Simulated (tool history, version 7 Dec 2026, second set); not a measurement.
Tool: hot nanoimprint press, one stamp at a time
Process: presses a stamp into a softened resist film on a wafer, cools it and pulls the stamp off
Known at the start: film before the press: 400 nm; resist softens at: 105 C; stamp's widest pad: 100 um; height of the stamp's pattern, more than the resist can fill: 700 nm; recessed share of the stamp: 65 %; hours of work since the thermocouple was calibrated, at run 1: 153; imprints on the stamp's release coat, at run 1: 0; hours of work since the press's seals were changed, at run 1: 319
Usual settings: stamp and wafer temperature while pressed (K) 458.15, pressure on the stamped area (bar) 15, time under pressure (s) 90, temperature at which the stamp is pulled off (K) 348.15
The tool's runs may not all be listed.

run   hour  stamp and wafer temperature while pressed (K)  pressure on the stamped area (bar)  time under pressure (s)  temperature at which the stamp is pulled off (K)  hours of work since the thermocouple was calibrated  imprints on the stamp's release coat  hours of work since the press's seals were changed  resist left under the stamp's widest pad (angstrom)  greatest force while the stamp is pulled off (N)
  1      0                                         458.15                                  15                       90                                            348.15                                                  153                                     0                                                 319                                                 2285                                               195
  2   40.8                                         458.15                                  15                       90                                            348.15                                                  182                                   117                                                 349                                                 2303                                               197
  3   95.9                                         458.15                                  15                       90                                            348.15                                                  222                                   274                                                 389                                                 2281                                               208
  4  134.6                                         458.15                                 9.6                       90                                            348.15                                                  250                                   385                                                 417                                                 2640                                               214
  5  179.3                                         454.15                                  15                       90                                            348.15                                                  282                                   513                                                 449                                                 2470                                               220
  6  234.1                                         454.15                                  15                       90                                            348.15                                                  322                                   670                                                 488                                                 2456                                               226
  7  288.7                                         458.15                                12.4                       90                                            348.15                                                  361                                   826                                                 528                                                 2399                                               236
  8  314.6                                         458.15                                12.4                       90                                            348.15                                                  380                                   900                                                 547                                                 2393                                               237
     336.2  -- stamp cleaned and given a new release coat
  9  373.6                                         458.15                                23.8                      117                                            348.15                                                  418                                   107                                                 585                                                 1680                                               190
 10  402.1                                         458.15                                  15                       51                                            341.15                                                  439                                   189                                                 605                                                 2620                                               210
 11  455.7                                         458.15                                21.4                       51                                            351.15                                                  477                                   342                                                 644                                                 2354                                               202
 12  482.2                                         460.15                                  23                      104                                            345.15                                                  496                                   418                                                 663                                                 1664                                               215

Forecast each of these 3 alternatives for the next run:
  A  533.1                                         460.15                                  23                      104                                            352.15                                                  533                                   563                                                 700                                                    ?                                                 ?
  B  533.1                                         450.15                                11.2                      104                                            351.15                                                  533                                   563                                                 700                                                    ?                                                 ?
  C  533.1                                         460.15                                  23                       57                                            347.15                                                  533                                   563                                                 700                                                    ?                                                 ?

run  resist left under the stamp's widest pad (angstrom)  greatest force while the stamp is pulled off (N)
  A                                                 1675                                               214
  B                                                 2757                                               211
  C                                                 2119                                               223
Without the tool's hidden state the same runs would have given:
run  resist left under the stamp's widest pad (angstrom)  greatest force while the stamp is pulled off (N)
  A                                                 1727                                               191
  B                                                 2860                                               188
  C                                                 2177                                               199

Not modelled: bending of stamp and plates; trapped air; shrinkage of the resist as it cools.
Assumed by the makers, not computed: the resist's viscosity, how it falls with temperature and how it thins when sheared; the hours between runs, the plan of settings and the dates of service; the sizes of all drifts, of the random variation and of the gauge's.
